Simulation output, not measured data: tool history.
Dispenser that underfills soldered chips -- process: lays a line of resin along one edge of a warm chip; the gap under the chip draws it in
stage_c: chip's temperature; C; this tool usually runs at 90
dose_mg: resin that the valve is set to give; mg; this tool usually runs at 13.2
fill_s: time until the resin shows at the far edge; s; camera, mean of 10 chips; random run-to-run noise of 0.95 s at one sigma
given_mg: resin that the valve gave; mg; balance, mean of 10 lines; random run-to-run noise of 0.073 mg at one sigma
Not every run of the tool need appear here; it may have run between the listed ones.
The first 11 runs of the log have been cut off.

run 12 hour=44.0 | stage_c=96 dose_mg=13.2 | fill_s=116.2 given_mg=12.66
run 13 hour=47.2 | stage_c=96 dose_mg=13.2 | fill_s=132.3 given_mg=12.69
-- hour=48.0 new syringe of resin
run 14 hour=50.4 | stage_c=96 dose_mg=13.2 | fill_s=76.9 given_mg=12.72
run 15 hour=55.4 | stage_c=96 dose_mg=13.2 | fill_s=95.1 given_mg=12.52
run 16 hour=58.9 | stage_c=84 dose_mg=13.2 | fill_s=184.2 given_mg=12.61
run 17 hour=64.0 | stage_c=90 dose_mg=13.2 | fill_s=170.7 given_mg=12.62
-- hour=65.9 new syringe of resin
run 18 hour=68.9 | stage_c=90 dose_mg=13.2 | fill_s=104.6 given_mg=12.62
run 19 hour=74.1 | stage_c=90 dose_mg=13.2 | fill_s=130.3 given_mg=12.58
run 20 hour=78.9 | stage_c=76 dose_mg=14.0 | fill_s=302.9 given_mg=13.25
run 21 hour=81.3 | stage_c=76 dose_mg=14.0 | fill_s=330.0 given_mg=13.27
-- hour=83.7 new syringe of resin
run 22 hour=84.3 | stage_c=97 dose_mg=12.7 | fill_s=67.3 given_mg=11.91
run 23 hour=89.7 | stage_c=81 dose_mg=12.6 | fill_s=179.6 given_mg=11.81
run 24 hour=92.3 | stage_c=81 dose_mg=11.7 | fill_s=209.5 given_mg=10.90
run 25 hour=97.9 | stage_c=81 dose_mg=11.7 | fill_s=253.7 given_mg=10.99
-- hour=101.3 new syringe of resin
run 26 hour=103.6 | stage_c=81 dose_mg=11.7 | fill_s=163.0 given_mg=10.83
-- hour=105.1 dispensing valve cleaned and set on the balance
run 27 hour=108.7 | stage_c=81 dose_mg=11.7 | fill_s=191.0 given_mg=11.80
run 28 hour=113.0 | stage_c=81 dose_mg=11.7 | fill_s=219.2 given_mg=11.72
run 29 hour=117.2 | stage_c=81 dose_mg=11.7 | fill_s=260.1 given_mg=11.68
-- hour=120.1 new syringe of resin
run 30 hour=123.0 | stage_c=81 dose_mg=11.7 | fill_s=165.2 given_mg=11.67
run 31 hour=128.9 | stage_c=81 dose_mg=11.7 | fill_s=207.5 given_mg=11.54
run 32 hour=132.7 | stage_c=90 dose_mg=11.7 | fill_s=156.9 given_mg=11.63
-- hour=138.1 new syringe of resin
run 33 hour=139.0 | stage_c=103 dose_mg=14.6 | fill_s=52.4 given_mg=14.49
run 34 hour=144.9 | stage_c=103 dose_mg=14.6 | fill_s=65.4 given_mg=14.37
run 35 hour=147.9 | stage_c=103 dose_mg=14.6 | fill_s=73.7 given_mg=14.46
run 36 hour=153.5 | stage_c=75 dose_mg=14.6 | fill_s=341.4 given_mg=14.23

What if the next run were any one of these 4? Each begins from the tool's condition after run 36:
-- hour=156.0 new syringe of resin
run A hour=159.7 | stage_c=90 dose_mg=15.0 | fill_s=? given_mg=?
-- hour=156.0 new syringe of resin
run B hour=159.7 | stage_c=75 dose_mg=12.3 | fill_s=? given_mg=?
-- hour=156.0 new syringe of resin
run C hour=159.7 | stage_c=95 dose_mg=13.2 | fill_s=? given_mg=?
-- hour=156.0 new syringe of resin
run D hour=159.7 | stage_c=103 dose_mg=12.4 | fill_s=? given_mg=?

run=A fill_s=108.1 given_mg=14.78
run=B fill_s=228.6 given_mg=12.07
run=C fill_s=86.1 given_mg=13.05
run=D fill_s=60.5 given_mg=12.18
Had the tool no hidden state, the same runs would have come out as:
run=A fill_s=89.4 given_mg=15.05
run=B fill_s=187.5 given_mg=12.30
run=C fill_s=71.1 given_mg=13.29
run=D fill_s=50.0 given_mg=12.41

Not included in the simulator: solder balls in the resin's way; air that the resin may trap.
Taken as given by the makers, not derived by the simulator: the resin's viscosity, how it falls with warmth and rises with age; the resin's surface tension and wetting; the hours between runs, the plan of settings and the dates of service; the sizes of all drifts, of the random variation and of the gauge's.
